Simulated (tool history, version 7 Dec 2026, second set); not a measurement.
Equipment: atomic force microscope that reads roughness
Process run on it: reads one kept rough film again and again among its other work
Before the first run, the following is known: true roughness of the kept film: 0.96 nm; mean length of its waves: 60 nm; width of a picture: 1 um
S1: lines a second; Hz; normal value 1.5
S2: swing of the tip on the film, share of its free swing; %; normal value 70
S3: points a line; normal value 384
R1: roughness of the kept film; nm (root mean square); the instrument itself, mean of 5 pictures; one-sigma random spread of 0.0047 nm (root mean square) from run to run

run   hour    S1  S2   S3     R1
  1      0   1.5  70  384  0.895
      10.2  -- new tip fitted
  2   20.7   1.5  70  384  0.911
  3   33.3   1.5  70  384  0.905
  4   44.6   1.5  70  384  0.903
  5   59.4   1.5  71  384  0.902
  6   79.3   1.5  71  933  0.892
      99.6  -- new tip fitted
  7  100.5   1.5  70  384  0.913
  8  113.7   1.5  70  384    0.9
  9  123.2   1.5  70  384  0.906
 10  137.1   1.5  70  384  0.897
 11  153.5   1.5  70  384  0.896
 12  169.3  0.53  71  521   0.92
 13  181.8  1.76  72  273  0.872
     189.5  -- new tip fitted
 14  197.8   2.1  82  384  0.853
 15  217.1  1.26  60  696   0.92
 16  234.4  1.26  60  696  0.916
 17    244  1.26  60  696  0.914
 18  257.1  1.26  60  696  0.919
 19  267.9  1.26  60  696  0.919
       279  -- new tip fitted
 20  281.6  1.26  60  696  0.938
 21  291.7  3.28  70  384  0.868

Forecast each of these 4 alternatives for the next run:
  A  303.7  1.27  85  384   ?
  B  303.7  3.75  65  378   ?
  C  303.7   0.7  89  696   ?
  D  303.7  3.43  84  748   ?

run     R1
  A  0.867
  B   0.87
  C  0.895
  D  0.776
Take away the tool's hidden state, keep each run's random variation, and the runs would have read:
run     R1
  A  0.878
  B  0.881
  C  0.907
  D  0.786
